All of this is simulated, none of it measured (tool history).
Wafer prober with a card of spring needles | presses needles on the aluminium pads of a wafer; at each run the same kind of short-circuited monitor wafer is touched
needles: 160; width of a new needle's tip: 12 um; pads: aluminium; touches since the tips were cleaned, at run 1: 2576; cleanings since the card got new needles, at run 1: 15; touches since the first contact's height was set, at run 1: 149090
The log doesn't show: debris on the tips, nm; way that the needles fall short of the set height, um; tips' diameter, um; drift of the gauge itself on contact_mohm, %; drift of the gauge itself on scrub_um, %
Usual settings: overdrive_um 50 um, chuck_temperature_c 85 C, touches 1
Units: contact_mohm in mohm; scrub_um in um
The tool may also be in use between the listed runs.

run,hour,overdrive_um,chuck_temperature_c,touches,touches since the tips were cleaned,cleanings since the card got new needles,touches since the first contact's height was set,contact_mohm,scrub_um
1,0.0,50,85,1,2576,15,149090,398,8.47
# hour 14.4: tips cleaned on abrasive film
2,20.1,50,85,1,2752,16,158800,540,8.40
# hour 33.0: tips cleaned on abrasive film
3,33.9,50,85,1,444,17,165442,314,8.24
4,49.2,50,36,1,7880,17,172878,492,8.35
# hour 52.2: tips cleaned on abrasive film
5,64.0,50,36,1,5719,18,180004,469,8.39
# hour 70.9: tips cleaned on abrasive film
6,75.5,50,36,1,2222,19,185503,369,8.41
7,84.5,50,36,1,6594,19,189875,485,8.37
# hour 90.3: tips cleaned on abrasive film
8,98.8,50,85,2,4140,20,196785,369,8.33
# hour 108.8: tips cleaned on abrasive film
9,113.1,50,85,2,2075,21,203667,334,8.26
10,127.0,50,85,2,8816,21,210408,406,8.31
# hour 127.9: tips cleaned on abrasive film, once more
# hour 133.6: height of the first contact set anew
11,138.7,62,85,2,5085,22,2467,335,10.72
# hour 148.4: tips cleaned on abrasive film
12,152.2,50,25,1,1829,23,8962,372,8.56
# hour 167.0: tips cleaned on abrasive film
13,167.0,50,77,1,0,24,16101,280,8.54
# hour 185.6: tips cleaned on abrasive film
14,185.6,50,77,1,0,25,25074,270,8.58
15,195.6,50,27,1,4844,25,29918,453,8.57
# hour 205.4: tips cleaned on abrasive film
16,209.5,50,27,1,1989,26,36617,371,8.57
17,219.5,54,54,3,6813,26,41441,325,9.42
# hour 224.7: tips cleaned on abrasive film
18,239.4,68,34,3,7110,27,51065,281,11.73
# hour 244.0: tips cleaned on abrasive film
19,253.4,68,34,3,4585,28,57827,285,11.71
# hour 263.0: tips cleaned on abrasive film
20,263.0,68,34,3,0,29,62421,242,11.71
21,274.6,51,32,1,5629,29,68050,454,8.66
# hour 281.5: tips cleaned on abrasive film
22,291.9,57,85,1,5037,30,76380,416,9.71
# hour 300.6: tips cleaned on abrasive film
23,300.6,46,67,1,0,31,80572,271,7.91
24,314.6,67,68,2,6772,31,87344,331,11.46
# hour 320.2: tips cleaned on abrasive film
25,333.2,67,39,2,6332,32,96335,321,11.44
# hour 339.5: tips cleaned on abrasive film
26,347.6,70,39,2,3923,33,103262,299,11.95
# hour 359.0: tips cleaned on abrasive film
27,365.7,35,62,3,3242,34,112011,387,6.02
# hour 378.3: tips cleaned on abrasive film
28,384.8,32,74,2,3145,35,121219,483,5.41
29,395.6,32,45,2,8408,35,126482,607,5.32
# hour 397.2: tips cleaned on abrasive film
30,405.4,32,45,2,3948,36,131153,519,5.38
# hour 416.5: tips cleaned on abrasive film
31,425.5,50,85,1,4367,37,140848,455,8.45
# hour 435.9: tips cleaned on abrasive film
32,437.3,52,39,2,634,38,146525,278,8.72

Some steps in contact_mohm between neighbouring runs. How much of each would the tool show without its hidden state too (settings, what came in, random variation), and how much is left for the hidden state, with any gauge scatter that isn't in both results?
Run 2 -> 3: tips cleaned on abrasive film. contact_mohm -226 mohm: hidden state -229, all else +3.
Run 3 -> 4: chuck_temperature_c 85 -> 36. contact_mohm +178 mohm: hidden state +196, all else -18.
Run 14 -> 15: chuck_temperature_c 77 -> 27. contact_mohm +183 mohm: hidden state +195, all else -12.
Run 20 -> 21: overdrive_um 68 -> 51, chuck_temperature_c 34 -> 32, touches 3 -> 1. contact_mohm +212 mohm: hidden state +208, all else +4.

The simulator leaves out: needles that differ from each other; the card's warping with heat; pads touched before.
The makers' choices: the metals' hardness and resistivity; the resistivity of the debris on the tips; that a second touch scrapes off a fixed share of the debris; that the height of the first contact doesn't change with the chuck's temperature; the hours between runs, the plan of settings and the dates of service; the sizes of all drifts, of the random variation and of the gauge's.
